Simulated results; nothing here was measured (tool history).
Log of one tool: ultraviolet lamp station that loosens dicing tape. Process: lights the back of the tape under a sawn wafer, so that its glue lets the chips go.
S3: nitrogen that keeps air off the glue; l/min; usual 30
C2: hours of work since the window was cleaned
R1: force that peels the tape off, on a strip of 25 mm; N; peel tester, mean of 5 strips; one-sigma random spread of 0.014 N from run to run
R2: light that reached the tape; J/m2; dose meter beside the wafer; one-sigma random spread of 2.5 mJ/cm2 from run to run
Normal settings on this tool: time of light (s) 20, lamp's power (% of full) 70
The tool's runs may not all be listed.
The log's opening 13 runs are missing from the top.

{"run": 14, "hour": 822.2, "time of light (s)": 36, "lamp's power (% of full)": 70, "S3": 37, "hours of work of the lamp": 125, "C2": 498, "R1": 0.177, "R2": 5310}
{"hour": 838.5, "done": "window cleaned of glue's vapour"}
{"run": 15, "hour": 888.1, "time of light (s)": 36, "lamp's power (% of full)": 70, "S3": 37, "hours of work of the lamp": 174, "C2": 37, "R1": 0.179, "R2": 5320}
{"run": 16, "hour": 968.3, "time of light (s)": 36, "lamp's power (% of full)": 70, "S3": 37, "hours of work of the lamp": 234, "C2": 98, "R1": 0.164, "R2": 5320}
{"run": 17, "hour": 1007.4, "time of light (s)": 36, "lamp's power (% of full)": 70, "S3": 37, "hours of work of the lamp": 264, "C2": 127, "R1": 0.167, "R2": 5360}
{"run": 18, "hour": 1048.3, "time of light (s)": 36, "lamp's power (% of full)": 70, "S3": 37, "hours of work of the lamp": 295, "C2": 158, "R1": 0.163, "R2": 5290}
{"run": 19, "hour": 1101.8, "time of light (s)": 20, "lamp's power (% of full)": 70, "S3": 30, "hours of work of the lamp": 335, "C2": 198, "R1": 0.661, "R2": 2960}
{"run": 20, "hour": 1171.6, "time of light (s)": 20, "lamp's power (% of full)": 70, "S3": 25, "hours of work of the lamp": 387, "C2": 251, "R1": 0.735, "R2": 2990}
{"run": 21, "hour": 1240.6, "time of light (s)": 20, "lamp's power (% of full)": 70, "S3": 25, "hours of work of the lamp": 439, "C2": 303, "R1": 0.732, "R2": 2970}
{"run": 22, "hour": 1323.9, "time of light (s)": 13, "lamp's power (% of full)": 89, "S3": 9, "hours of work of the lamp": 502, "C2": 365, "R1": 1.645, "R2": 2460}
{"run": 23, "hour": 1387.8, "time of light (s)": 13, "lamp's power (% of full)": 89, "S3": 9, "hours of work of the lamp": 550, "C2": 413, "R1": 1.701, "R2": 2460}
{"run": 24, "hour": 1429.1, "time of light (s)": 13, "lamp's power (% of full)": 89, "S3": 9, "hours of work of the lamp": 581, "C2": 445, "R1": 1.634, "R2": 2460}
{"run": 25, "hour": 1468.7, "time of light (s)": 13, "lamp's power (% of full)": 89, "S3": 9, "hours of work of the lamp": 611, "C2": 474, "R1": 1.685, "R2": 2440}
{"hour": 1518.2, "done": "window cleaned of glue's vapour"}
{"run": 26, "hour": 1534.3, "time of light (s)": 13, "lamp's power (% of full)": 89, "S3": 44, "hours of work of the lamp": 660, "C2": 12, "R1": 0.856, "R2": 2460}
{"run": 27, "hour": 1594.0, "time of light (s)": 13, "lamp's power (% of full)": 89, "S3": 44, "hours of work of the lamp": 705, "C2": 57, "R1": 0.886, "R2": 2450}
{"hour": 1614.6, "done": "lamp changed"}
{"run": 28, "hour": 1640.6, "time of light (s)": 20, "lamp's power (% of full)": 84, "S3": 20, "hours of work of the lamp": 20, "C2": 91, "R1": 0.565, "R2": 3590}
{"run": 29, "hour": 1705.4, "time of light (s)": 20, "lamp's power (% of full)": 70, "S3": 27, "hours of work of the lamp": 68, "C2": 140, "R1": 0.717, "R2": 2970}
{"run": 30, "hour": 1764.5, "time of light (s)": 22, "lamp's power (% of full)": 60, "S3": 54, "hours of work of the lamp": 113, "C2": 185, "R1": 0.612, "R2": 2800}
{"run": 31, "hour": 1843.6, "time of light (s)": 22, "lamp's power (% of full)": 60, "S3": 54, "hours of work of the lamp": 172, "C2": 244, "R1": 0.621, "R2": 2830}
{"run": 32, "hour": 1922.9, "time of light (s)": 20, "lamp's power (% of full)": 79, "S3": 30, "hours of work of the lamp": 232, "C2": 304, "R1": 0.525, "R2": 3320}
{"run": 33, "hour": 1960.9, "time of light (s)": 20, "lamp's power (% of full)": 79, "S3": 30, "hours of work of the lamp": 261, "C2": 333, "R1": 0.548, "R2": 3350}
{"run": 34, "hour": 2039.7, "time of light (s)": 20, "lamp's power (% of full)": 79, "S3": 30, "hours of work of the lamp": 320, "C2": 392, "R1": 0.514, "R2": 3360}
{"run": 35, "hour": 2127.3, "time of light (s)": 13, "lamp's power (% of full)": 70, "S3": 10, "hours of work of the lamp": 386, "C2": 458, "R1": 2.086, "R2": 1960}
{"run": 36, "hour": 2164.3, "time of light (s)": 10, "lamp's power (% of full)": 70, "S3": 10, "hours of work of the lamp": 414, "C2": 486, "R1": 2.77, "R2": 1490}
{"hour": 2197.3, "done": "window cleaned of glue's vapour"}
{"run": 37, "hour": 2231.1, "time of light (s)": 16, "lamp's power (% of full)": 92, "S3": 30, "hours of work of the lamp": 464, "C2": 25, "R1": 0.6, "R2": 3130}

What does the tool deliver on the next run?
{"run": 38, "hour": 2285.0, "time of light (s)": 33, "lamp's power (% of full)": 100, "S3": 11, "hours of work of the lamp": 504, "C2": 66, "R1": "?", "R2": "?"}

Run 38 came out at R1 0.182 N, R2 7060 J/m2.
With the hidden condition absent and the run-to-run variation left alone, this run would have shown R1 0.181 N, R2 7080 J/m2.
